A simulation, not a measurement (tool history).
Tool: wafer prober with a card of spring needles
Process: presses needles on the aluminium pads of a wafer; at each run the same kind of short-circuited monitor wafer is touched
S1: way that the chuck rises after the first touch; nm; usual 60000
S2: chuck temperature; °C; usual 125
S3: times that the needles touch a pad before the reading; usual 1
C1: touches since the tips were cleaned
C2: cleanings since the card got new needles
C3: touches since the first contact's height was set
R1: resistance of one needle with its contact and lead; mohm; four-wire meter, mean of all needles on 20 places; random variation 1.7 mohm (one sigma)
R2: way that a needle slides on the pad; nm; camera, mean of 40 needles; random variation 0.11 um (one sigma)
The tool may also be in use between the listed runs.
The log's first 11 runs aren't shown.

At hour 212.9: tips cleaned on abrasive film.
Run 12, hour 224.8: usual settings but S2 113 °C; C1 3246; C2 41; C3 125184. Result: R1 168 mohm, R2 12820 nm.
At hour 242.1: tips cleaned on abrasive film.
Run 13, hour 245.8: usual settings but S3 2; C1 1004; C2 42; C3 130897. Result: R1 173 mohm, R2 13010 nm.
At hour 270: tips cleaned on abrasive film.
Run 14, hour 273.8: usual settings but S3 2; C1 1032; C2 43; C3 138530. Result: R1 171 mohm, R2 13070 nm.
Run 15, hour 287.6: usual settings but S3 2; C1 4809; C2 43; C3 142307. Result: R1 171 mohm, R2 12920 nm.
At hour 298.3: tips cleaned on abrasive film.
Run 16, hour 307: usual settings but S3 2; C1 2383; C2 44; C3 147592. Result: R1 171 mohm, R2 13050 nm.
At hour 326.1: tips cleaned on abrasive film.
Run 17, hour 330.1: usual settings but S2 124 °C, S3 2; C1 1101; C2 45; C3 153883. Result: R1 169 mohm, R2 12930 nm.
Run 18, hour 350.4: usual settings but S2 56 °C, S3 2; C1 6644; C2 45; C3 159426. Result: R1 160 mohm, R2 12700 nm.
At hour 354.2: tips cleaned on abrasive film.
Run 19, hour 378.7: usual settings but S1 40000 nm, S2 32 °C, S3 3; C1 6702; C2 46; C3 167160. Result: R1 163 mohm, R2 8500 nm.
At hour 382.5: tips cleaned on abrasive film.
Run 20, hour 406.1: usual settings but S1 58000 nm, S2 32 °C, S3 2; C1 6457; C2 47; C3 174627. Result: R1 153 mohm, R2 12540 nm.
At hour 410.4: tips cleaned on abrasive film.
Run 21, hour 426.7: usual settings but S1 56000 nm, S2 79 °C, S3 2; C1 4476; C2 48; C3 180238. Result: R1 165 mohm, R2 12100 nm.
At hour 439.3: tips cleaned on abrasive film.
Run 22, hour 441.1: usual settings but S2 101 °C; C1 480; C2 49; C3 184133. Result: R1 167 mohm, R2 12680 nm.
Run 23, hour 455.2: usual settings but S1 49000 nm, S2 39 °C, S3 2; C1 4363; C2 49; C3 188016. Result: R1 161 mohm, R2 10530 nm.
At hour 468.8: tips cleaned on abrasive film.
Run 24, hour 468.9: usual settings but S1 49000 nm, S2 39 °C, S3 2; C1 23; C2 50; C3 191722. Result: R1 160 mohm, R2 10610 nm.
Run 25, hour 485.9: usual settings but S1 40000 nm, S3 2; C1 4677; C2 50; C3 196376. Result: R1 189 mohm, R2 8690 nm.
At hour 497.8: tips cleaned on abrasive film.
Run 26, hour 512.4: usual settings but S2 61 °C; C1 3976; C2 51; C3 203595. Result: R1 161 mohm, R2 12790 nm.
At hour 526.4: tips cleaned on abrasive film.
Run 27, hour 539.4: usual settings but S2 61 °C; C1 3564; C2 52; C3 210971. Result: R1 158 mohm, R2 12830 nm.
At hour 555.7: tips cleaned on abrasive film.
Run 28, hour 568.8: usual settings but S1 53000 nm, S2 77 °C, S3 2; C1 3579; C2 53; C3 218985. Result: R1 168 mohm, R2 11560 nm.
At hour 583.4: tips cleaned on abrasive film.
Run 29, hour 595.5: usual settings but S1 61000 nm, S2 77 °C, S3 2; C1 3317; C2 54; C3 226251. Result: R1 164 mohm, R2 13150 nm.
At hour 612.1: tips cleaned on abrasive film.
Run 30, hour 615.7: usual settings but S2 31 °C; C1 988; C2 55; C3 231756. Result: R1 154 mohm, R2 13010 nm.
At hour 621.2: height of the first contact set anew.
Run 31, hour 636.9: usual settings but S1 41000 nm, S2 84 °C, S3 3; C1 6707; C2 55; C3 4306. Result: R1 178 mohm, R2 8870 nm.
At hour 641.7: tips cleaned on abrasive film.
Run 32, hour 649.6: usual settings but S1 41000 nm, S2 84 °C, S3 3; C1 2172; C2 56; C3 7756. Result: R1 175 mohm, R2 8780 nm.

3 ways to go on from here, each from the tool as it stands after run 32. What would each give?
Run A, hour 667.4: usual settings but S2 31 °C, S3 2; C1 7050; C2 56; C3 12634. Result: R1 ?, R2 ?.
Run B, hour 667.4: usual settings but S1 41000 nm, S2 84 °C, S3 2; C1 7050; C2 56; C3 12634. Result: R1 ?, R2 ?.
Run C, hour 667.4: usual settings but S1 57000 nm, S2 59 °C; C1 7050; C2 56; C3 12634. Result: R1 ?, R2 ?.

run   R1     R2
  A  153  12910
  B  176   8860
  C  163  12050
Without the tool's hidden state the same runs would have given:
run   R1     R2
  A  153  12910
  B  175   8860
  C  162  12050

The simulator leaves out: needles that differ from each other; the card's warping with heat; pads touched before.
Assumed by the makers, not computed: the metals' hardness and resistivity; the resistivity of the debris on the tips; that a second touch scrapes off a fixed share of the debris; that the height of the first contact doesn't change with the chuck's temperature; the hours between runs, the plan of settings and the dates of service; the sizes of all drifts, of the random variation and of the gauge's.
